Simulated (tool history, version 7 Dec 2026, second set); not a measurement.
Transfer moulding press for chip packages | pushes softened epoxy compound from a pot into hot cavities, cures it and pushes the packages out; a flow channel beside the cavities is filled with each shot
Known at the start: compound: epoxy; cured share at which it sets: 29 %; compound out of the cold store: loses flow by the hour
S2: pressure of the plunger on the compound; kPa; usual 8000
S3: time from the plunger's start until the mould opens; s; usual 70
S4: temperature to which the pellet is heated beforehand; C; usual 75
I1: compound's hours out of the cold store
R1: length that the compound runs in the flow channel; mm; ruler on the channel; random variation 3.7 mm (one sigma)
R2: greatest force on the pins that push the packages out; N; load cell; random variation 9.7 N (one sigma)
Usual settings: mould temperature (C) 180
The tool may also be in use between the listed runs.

run 1 hour=0 | mould_temperature_(C)=180 S2=8000 S3=70 S4=75 | I1=13.5 | R1=775 R2=688
run 2 hour=55.9 | mould_temperature_(C)=180 S2=8000 S3=70 S4=75 | I1=47.5 | R1=671 R2=888
-- hour=69.3 cavities cleaned with cleaning compound and waxed
run 3 hour=111.4 | mould_temperature_(C)=180 S2=8000 S3=70 S4=75 | I1=8.2 | R1=765 R2=1005
-- hour=156.4 cavities cleaned with cleaning compound and waxed
-- hour=192.1 plunger's sealing rings changed
run 4 hour=207.1 | mould_temperature_(C)=180 S2=8000 S3=70 S4=75 | I1=32.3 | R1=727 R2=892
-- hour=242.2 cavities cleaned with cleaning compound and waxed
run 5 hour=270.5 | mould_temperature_(C)=180 S2=8000 S3=70 S4=78 | I1=47.4 | R1=678 R2=772
-- hour=326.6 cavities cleaned with cleaning compound and waxed
run 6 hour=343.4 | mould_temperature_(C)=180 S2=8000 S3=70 S4=78 | I1=14 | R1=753 R2=717
run 7 hour=406.9 | mould_temperature_(C)=180 S2=8000 S3=70 S4=75 | I1=23.8 | R1=714 R2=968
-- hour=414.9 cavities cleaned with cleaning compound and waxed
-- hour=424 mould's thermocouples calibrated
-- hour=426.5 plunger's sealing rings changed
run 8 hour=462.3 | mould_temperature_(C)=180 S2=8000 S3=70 S4=75 | I1=42.1 | R1=696 R2=879
-- hour=472.6 cavities cleaned with cleaning compound and waxed, once more
run 9 hour=501.9 | mould_temperature_(C)=180 S2=8000 S3=70 S4=75 | I1=15.6 | R1=758 R2=827
run 10 hour=547.5 | mould_temperature_(C)=183 S2=6710 S3=76 S4=82 | I1=31.1 | R1=636 R2=662
-- hour=555.1 cavities cleaned with cleaning compound and waxed
run 11 hour=590.9 | mould_temperature_(C)=184 S2=6710 S3=76 S4=82 | I1=45.8 | R1=605 R2=597
-- hour=638.1 cavities cleaned with cleaning compound and waxed
-- hour=654.5 plunger's sealing rings changed
run 12 hour=658.9 | mould_temperature_(C)=183 S2=7260 S3=70 S4=75 | I1=41.3 | R1=660 R2=630
run 13 hour=697.2 | mould_temperature_(C)=183 S2=7260 S3=70 S4=75 | I1=44.4 | R1=646 R2=711
-- hour=728.9 cavities cleaned with cleaning compound and waxed
run 14 hour=774.7 | mould_temperature_(C)=183 S2=7410 S3=74 S4=75 | I1=41.9 | R1=650 R2=677
-- hour=812.2 cavities cleaned with cleaning compound and waxed
run 15 hour=820 | mould_temperature_(C)=182 S2=9010 S3=102 S4=69 | I1=19 | R1=780 R2=392
-- hour=881.9 plunger's sealing rings changed
run 16 hour=882 | mould_temperature_(C)=182 S2=9010 S3=102 S4=69 | I1=25.1 | R1=787 R2=604
-- hour=899.6 cavities cleaned with cleaning compound and waxed
run 17 hour=975.2 | mould_temperature_(C)=182 S2=9260 S3=70 S4=82 | I1=34.6 | R1=755 R2=816

3 ways to go on from here, each from the tool as it stands after run 17. What would each give?
-- hour=984.4 cavities cleaned with cleaning compound and waxed
run A hour=1057.1 | mould_temperature_(C)=173 S2=9060 S3=70 S4=74 | I1=29.8 | R1=? R2=?
-- hour=984.4 cavities cleaned with cleaning compound and waxed
run B hour=1057.1 | mould_temperature_(C)=187 S2=8100 S3=82 S4=75 | I1=38.8 | R1=? R2=?
-- hour=984.4 cavities cleaned with cleaning compound and waxed
run C hour=1057.1 | mould_temperature_(C)=175 S2=9260 S3=60 S4=82 | I1=13.2 | R1=? R2=?

run=A R1=773 R2=1630
run=B R1=680 R2=590
run=C R1=819 R2=2036
Without the tool's hidden state the same runs would have given:
run=A R1=803 R2=778
run=B R1=706 R2=288
run=C R1=851 R2=977

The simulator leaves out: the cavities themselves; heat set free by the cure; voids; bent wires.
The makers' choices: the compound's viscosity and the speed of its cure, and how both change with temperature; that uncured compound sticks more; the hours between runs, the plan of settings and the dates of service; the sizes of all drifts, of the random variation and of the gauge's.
